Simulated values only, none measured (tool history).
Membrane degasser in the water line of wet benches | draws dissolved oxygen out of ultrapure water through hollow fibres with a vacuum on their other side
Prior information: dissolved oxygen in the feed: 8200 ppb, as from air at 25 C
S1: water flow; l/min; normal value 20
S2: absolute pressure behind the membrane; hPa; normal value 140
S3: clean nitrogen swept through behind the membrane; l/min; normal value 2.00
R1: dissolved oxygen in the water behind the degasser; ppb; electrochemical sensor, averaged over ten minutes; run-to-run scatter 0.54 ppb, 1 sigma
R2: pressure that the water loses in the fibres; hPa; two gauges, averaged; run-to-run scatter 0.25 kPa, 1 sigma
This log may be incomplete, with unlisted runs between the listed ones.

run,hour,S1,S2,S3,R1,R2
1,0.0,20,140,2.00,260.9,681.5
2,64.9,20,140,2.00,260.9,681.2
3,145.3,20,111,2.00,194.0,683.2
4,230.4,22,140,2.00,285.0,756.1
# hour 259.0: seals of the vacuum lines changed
5,313.8,22,140,2.00,282.3,755.4
6,395.0,20,140,2.00,259.1,683.8
7,471.5,20,140,3.38,161.3,685.5
8,538.7,20,140,3.38,161.7,684.0
9,607.9,20,140,3.38,161.1,686.7
10,649.4,22,115,2.77,167.0,748.2
# hour 655.8: vacuum gauge calibrated
11,720.9,22,115,2.77,167.6,752.4
12,788.4,30,132,1.41,471.8,1029.1
13,837.9,13,312,1.41,579.7,446.3
14,877.8,20,90,2.00,146.1,689.1

Each row is a separate what-if for the run after 14, all from the same tool condition, not one after another. Results?
# hour 913.5: vacuum gauge calibrated, once more
A,931.7,29,334,1.15,?,?
# hour 913.5: vacuum gauge calibrated, once more
B,931.7,13,167,0.82,?,?
# hour 913.5: vacuum gauge calibrated, once more
C,931.7,23,140,2.35,?,?
# hour 913.5: vacuum gauge calibrated, once more
D,931.7,20,101,2.00,?,?
# hour 913.5: vacuum gauge calibrated, once more
E,931.7,25,140,1.05,?,?

run,R1,R2
A,1417.1,1000.0
B,464.5,445.4
C,254.7,788.0
D,167.3,683.3
E,539.9,859.0
With no hidden state in the tool, these same runs would have given:
run,R1,R2
A,1415.5,972.6
B,464.2,433.1
C,253.4,766.4
D,166.6,664.5
E,539.4,835.5

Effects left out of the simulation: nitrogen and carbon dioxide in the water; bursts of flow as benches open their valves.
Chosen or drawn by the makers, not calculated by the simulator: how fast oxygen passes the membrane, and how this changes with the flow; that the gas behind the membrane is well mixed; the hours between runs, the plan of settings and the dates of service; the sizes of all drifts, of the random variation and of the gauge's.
